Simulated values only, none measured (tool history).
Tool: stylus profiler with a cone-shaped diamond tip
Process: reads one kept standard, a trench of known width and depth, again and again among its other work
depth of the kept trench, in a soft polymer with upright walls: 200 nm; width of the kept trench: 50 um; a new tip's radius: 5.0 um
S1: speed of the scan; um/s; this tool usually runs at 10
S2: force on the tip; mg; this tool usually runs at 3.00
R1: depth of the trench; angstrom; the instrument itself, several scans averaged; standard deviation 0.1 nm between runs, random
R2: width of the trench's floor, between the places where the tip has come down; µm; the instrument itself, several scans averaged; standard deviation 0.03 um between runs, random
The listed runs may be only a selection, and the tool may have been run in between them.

run 1 hour=0.0 | S1=10 S2=3.00 | R1=2043.1 R2=46.80
run 2 hour=13.8 | S1=10 S2=2.26 | R1=2035.4 R2=46.77
run 3 hour=25.7 | S1=10 S2=1.71 | R1=2028.3 R2=46.77
run 4 hour=37.2 | S1=10 S2=1.71 | R1=2028.0 R2=46.68
run 5 hour=54.2 | S1=10 S2=1.71 | R1=2030.4 R2=46.79
run 6 hour=76.1 | S1=10 S2=1.71 | R1=2031.1 R2=46.73
run 7 hour=97.7 | S1=10 S2=3.00 | R1=2042.5 R2=46.78
run 8 hour=119.9 | S1=10 S2=3.00 | R1=2044.4 R2=46.73
run 9 hour=132.3 | S1=10 S2=3.00 | R1=2042.9 R2=46.74
run 10 hour=148.5 | S1=10 S2=3.00 | R1=2041.8 R2=46.74
run 11 hour=172.6 | S1=10 S2=3.00 | R1=2042.4 R2=46.70
run 12 hour=184.7 | S1=10 S2=3.00 | R1=2041.3 R2=46.74
run 13 hour=199.0 | S1=10 S2=3.00 | R1=2042.8 R2=46.67
run 14 hour=222.0 | S1=2 S2=3.00 | R1=2042.9 R2=46.78
run 15 hour=235.4 | S1=10 S2=3.00 | R1=2043.1 R2=46.66
run 16 hour=249.3 | S1=10 S2=3.00 | R1=2043.0 R2=46.64
run 17 hour=261.9 | S1=10 S2=3.00 | R1=2044.7 R2=46.66
run 18 hour=276.5 | S1=3 S2=4.62 | R1=2057.0 R2=46.70
run 19 hour=289.8 | S1=3 S2=4.62 | R1=2056.9 R2=46.75
run 20 hour=307.1 | S1=11 S2=8.97 | R1=2084.5 R2=46.65

Run 21 is up next; what results do you expect?
run 21 hour=318.0 | S1=11 S2=8.97 | R1=? R2=?

R1: 2084.7 angstrom
R2: 46.67 µm
Without the tool's hidden state the same run would have given R1 2080.1 angstrom, R2 47.15 µm.
